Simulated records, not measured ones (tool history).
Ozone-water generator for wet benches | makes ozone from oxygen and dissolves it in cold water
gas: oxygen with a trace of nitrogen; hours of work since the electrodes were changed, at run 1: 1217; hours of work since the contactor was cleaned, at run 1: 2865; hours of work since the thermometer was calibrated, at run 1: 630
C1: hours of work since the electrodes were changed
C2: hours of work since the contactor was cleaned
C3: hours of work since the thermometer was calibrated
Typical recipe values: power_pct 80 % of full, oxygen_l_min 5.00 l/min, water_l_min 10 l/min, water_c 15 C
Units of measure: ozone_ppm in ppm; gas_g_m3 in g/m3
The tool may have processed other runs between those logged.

{"run": 1, "hour": 0.0, "power_pct": 80, "oxygen_l_min": 5.0, "water_l_min": 10, "water_c": 15, "C1": 1217, "C2": 2865, "C3": 630, "ozone_ppm": 36.1, "gas_g_m3": 222.7}
{"run": 2, "hour": 41.6, "power_pct": 80, "oxygen_l_min": 5.0, "water_l_min": 10, "water_c": 15, "C1": 1253, "C2": 2901, "C3": 666, "ozone_ppm": 36.0, "gas_g_m3": 222.4}
{"run": 3, "hour": 91.6, "power_pct": 80, "oxygen_l_min": 5.0, "water_l_min": 10, "water_c": 15, "C1": 1295, "C2": 2943, "C3": 708, "ozone_ppm": 35.9, "gas_g_m3": 222.4}
{"run": 4, "hour": 139.2, "power_pct": 80, "oxygen_l_min": 5.0, "water_l_min": 10, "water_c": 15, "C1": 1336, "C2": 2984, "C3": 749, "ozone_ppm": 36.0, "gas_g_m3": 223.0}
{"run": 5, "hour": 182.9, "power_pct": 80, "oxygen_l_min": 5.0, "water_l_min": 10, "water_c": 15, "C1": 1373, "C2": 3021, "C3": 786, "ozone_ppm": 35.8, "gas_g_m3": 221.3}
{"run": 6, "hour": 224.1, "power_pct": 76, "oxygen_l_min": 5.0, "water_l_min": 10, "water_c": 15, "C1": 1408, "C2": 3056, "C3": 821, "ozone_ppm": 34.6, "gas_g_m3": 214.0}
{"run": 7, "hour": 254.2, "power_pct": 80, "oxygen_l_min": 5.0, "water_l_min": 10, "water_c": 15, "C1": 1434, "C2": 3082, "C3": 847, "ozone_ppm": 35.4, "gas_g_m3": 221.5}
{"run": 8, "hour": 282.7, "power_pct": 80, "oxygen_l_min": 5.0, "water_l_min": 10, "water_c": 15, "C1": 1458, "C2": 3106, "C3": 871, "ozone_ppm": 35.5, "gas_g_m3": 222.7}
{"run": 9, "hour": 331.2, "power_pct": 80, "oxygen_l_min": 5.0, "water_l_min": 10, "water_c": 15, "C1": 1500, "C2": 3148, "C3": 913, "ozone_ppm": 35.3, "gas_g_m3": 219.9}
{"run": 10, "hour": 383.9, "power_pct": 80, "oxygen_l_min": 5.0, "water_l_min": 10, "water_c": 15, "C1": 1545, "C2": 3193, "C3": 958, "ozone_ppm": 35.7, "gas_g_m3": 222.5}
{"run": 11, "hour": 428.8, "power_pct": 80, "oxygen_l_min": 5.0, "water_l_min": 10, "water_c": 15, "C1": 1583, "C2": 3231, "C3": 996, "ozone_ppm": 35.4, "gas_g_m3": 218.9}
{"run": 12, "hour": 471.8, "power_pct": 80, "oxygen_l_min": 5.0, "water_l_min": 10, "water_c": 15, "C1": 1620, "C2": 3268, "C3": 1032, "ozone_ppm": 35.0, "gas_g_m3": 221.5}
{"run": 13, "hour": 522.9, "power_pct": 80, "oxygen_l_min": 5.0, "water_l_min": 10, "water_c": 15, "C1": 1663, "C2": 3311, "C3": 1076, "ozone_ppm": 35.1, "gas_g_m3": 220.7}
{"run": 14, "hour": 557.1, "power_pct": 80, "oxygen_l_min": 5.0, "water_l_min": 10, "water_c": 15, "C1": 1692, "C2": 3340, "C3": 1105, "ozone_ppm": 35.2, "gas_g_m3": 222.6}
{"run": 15, "hour": 601.5, "power_pct": 80, "oxygen_l_min": 5.0, "water_l_min": 10, "water_c": 15, "C1": 1730, "C2": 3378, "C3": 1143, "ozone_ppm": 34.8, "gas_g_m3": 221.0}
{"run": 16, "hour": 634.8, "power_pct": 69, "oxygen_l_min": 5.0, "water_l_min": 10, "water_c": 15, "C1": 1759, "C2": 3407, "C3": 1172, "ozone_ppm": 32.5, "gas_g_m3": 202.5}
{"run": 17, "hour": 659.6, "power_pct": 69, "oxygen_l_min": 5.0, "water_l_min": 10, "water_c": 15, "C1": 1780, "C2": 3428, "C3": 1193, "ozone_ppm": 32.6, "gas_g_m3": 203.1}
{"run": 18, "hour": 702.8, "power_pct": 99, "oxygen_l_min": 5.0, "water_l_min": 10, "water_c": 15, "C1": 1817, "C2": 3465, "C3": 1230, "ozone_ppm": 38.8, "gas_g_m3": 241.3}
{"run": 19, "hour": 751.5, "power_pct": 44, "oxygen_l_min": 8.69, "water_l_min": 10, "water_c": 13, "C1": 1858, "C2": 3506, "C3": 1271, "ozone_ppm": 23.2, "gas_g_m3": 114.3}
{"run": 20, "hour": 790.2, "power_pct": 44, "oxygen_l_min": 3.1, "water_l_min": 14, "water_c": 13, "C1": 1891, "C2": 3539, "C3": 1304, "ozone_ppm": 22.9, "gas_g_m3": 226.5}
{"run": 21, "hour": 813.9, "power_pct": 50, "oxygen_l_min": 7.5, "water_l_min": 12, "water_c": 15, "C1": 1912, "C2": 3560, "C3": 1324, "ozone_ppm": 22.4, "gas_g_m3": 131.5}
{"run": 22, "hour": 865.0, "power_pct": 50, "oxygen_l_min": 7.5, "water_l_min": 12, "water_c": 15, "C1": 1955, "C2": 3603, "C3": 1368, "ozone_ppm": 22.6, "gas_g_m3": 132.5}
{"run": 23, "hour": 899.4, "power_pct": 50, "oxygen_l_min": 7.5, "water_l_min": 12, "water_c": 15, "C1": 1984, "C2": 3632, "C3": 1397, "ozone_ppm": 22.3, "gas_g_m3": 132.2}
{"run": 24, "hour": 939.9, "power_pct": 50, "oxygen_l_min": 7.21, "water_l_min": 12, "water_c": 15, "C1": 2019, "C2": 3667, "C3": 1432, "ozone_ppm": 22.5, "gas_g_m3": 136.2}
{"run": 25, "hour": 983.4, "power_pct": 50, "oxygen_l_min": 7.21, "water_l_min": 12, "water_c": 15, "C1": 2056, "C2": 3704, "C3": 1469, "ozone_ppm": 22.7, "gas_g_m3": 135.7}
{"run": 26, "hour": 1034.6, "power_pct": 50, "oxygen_l_min": 7.21, "water_l_min": 12, "water_c": 15, "C1": 2100, "C2": 3748, "C3": 1513, "ozone_ppm": 22.3, "gas_g_m3": 133.6}
{"run": 27, "hour": 1083.6, "power_pct": 50, "oxygen_l_min": 7.47, "water_l_min": 12, "water_c": 15, "C1": 2142, "C2": 3790, "C3": 1554, "ozone_ppm": 22.1, "gas_g_m3": 134.4}
{"run": 28, "hour": 1137.5, "power_pct": 84, "oxygen_l_min": 7.47, "water_l_min": 12, "water_c": 15, "C1": 2188, "C2": 3836, "C3": 1600, "ozone_ppm": 28.3, "gas_g_m3": 168.7}
{"run": 29, "hour": 1176.9, "power_pct": 84, "oxygen_l_min": 7.47, "water_l_min": 12, "water_c": 15, "C1": 2221, "C2": 3869, "C3": 1634, "ozone_ppm": 28.0, "gas_g_m3": 167.5}
{"run": 30, "hour": 1225.8, "power_pct": 82, "oxygen_l_min": 4.37, "water_l_min": 7, "water_c": 21, "C1": 2263, "C2": 3911, "C3": 1676, "ozone_ppm": 38.5, "gas_g_m3": 237.1}
{"run": 31, "hour": 1264.9, "power_pct": 80, "oxygen_l_min": 6.22, "water_l_min": 10, "water_c": 21, "C1": 2296, "C2": 3944, "C3": 1709, "ozone_ppm": 28.3, "gas_g_m3": 185.3}
{"hour": 1275.4, "done": "contactor cleaned"}
{"run": 32, "hour": 1302.2, "power_pct": 80, "oxygen_l_min": 6.22, "water_l_min": 10, "water_c": 21, "C1": 2325, "C2": 23, "C3": 1737, "ozone_ppm": 29.3, "gas_g_m3": 186.2}
{"run": 33, "hour": 1340.8, "power_pct": 80, "oxygen_l_min": 3.77, "water_l_min": 6, "water_c": 10, "C1": 2358, "C2": 56, "C3": 1770, "ozone_ppm": 54.9, "gas_g_m3": 256.3}

Results for each run, recomputed without the tool's hidden state and with each run's random variation untouched:
Hidden state present: yield of the discharge, % of new electrodes'; contactor's efficiency, % of a clean one's; true water temperature over the reading, C; drift of the gauge itself on ozone_ppm, %; drift of the gauge itself on gas_g_m3, %.
run=1 ozone_ppm=38.7 gas_g_m3=231.7
run=2 ozone_ppm=38.7 gas_g_m3=231.7
run=3 ozone_ppm=38.5 gas_g_m3=232.0
run=4 ozone_ppm=38.8 gas_g_m3=232.9
run=5 ozone_ppm=38.6 gas_g_m3=231.4
run=6 ozone_ppm=37.3 gas_g_m3=223.8
run=7 ozone_ppm=38.3 gas_g_m3=232.1
run=8 ozone_ppm=38.5 gas_g_m3=233.6
run=9 ozone_ppm=38.3 gas_g_m3=231.0
run=10 ozone_ppm=38.8 gas_g_m3=234.1
run=11 ozone_ppm=38.5 gas_g_m3=230.6
run=12 ozone_ppm=38.2 gas_g_m3=233.6
run=13 ozone_ppm=38.3 gas_g_m3=233.0
run=14 ozone_ppm=38.5 gas_g_m3=235.2
run=15 ozone_ppm=38.1 gas_g_m3=233.8
run=16 ozone_ppm=35.5 gas_g_m3=213.6
run=17 ozone_ppm=35.6 gas_g_m3=214.3
run=18 ozone_ppm=43.0 gas_g_m3=257.5
run=19 ozone_ppm=25.1 gas_g_m3=119.4
run=20 ozone_ppm=24.9 gas_g_m3=236.8
run=21 ozone_ppm=24.5 gas_g_m3=138.1
run=22 ozone_ppm=24.7 gas_g_m3=139.3
run=23 ozone_ppm=24.4 gas_g_m3=139.0
run=24 ozone_ppm=24.7 gas_g_m3=143.4
run=25 ozone_ppm=25.0 gas_g_m3=143.0
run=26 ozone_ppm=24.5 gas_g_m3=141.0
run=27 ozone_ppm=24.4 gas_g_m3=141.9
run=28 ozone_ppm=31.9 gas_g_m3=181.5
run=29 ozone_ppm=31.5 gas_g_m3=180.4
run=30 ozone_ppm=43.1 gas_g_m3=255.5
run=31 ozone_ppm=31.9 gas_g_m3=199.8
run=32 ozone_ppm=31.8 gas_g_m3=200.9
run=33 ozone_ppm=59.6 gas_g_m3=276.9
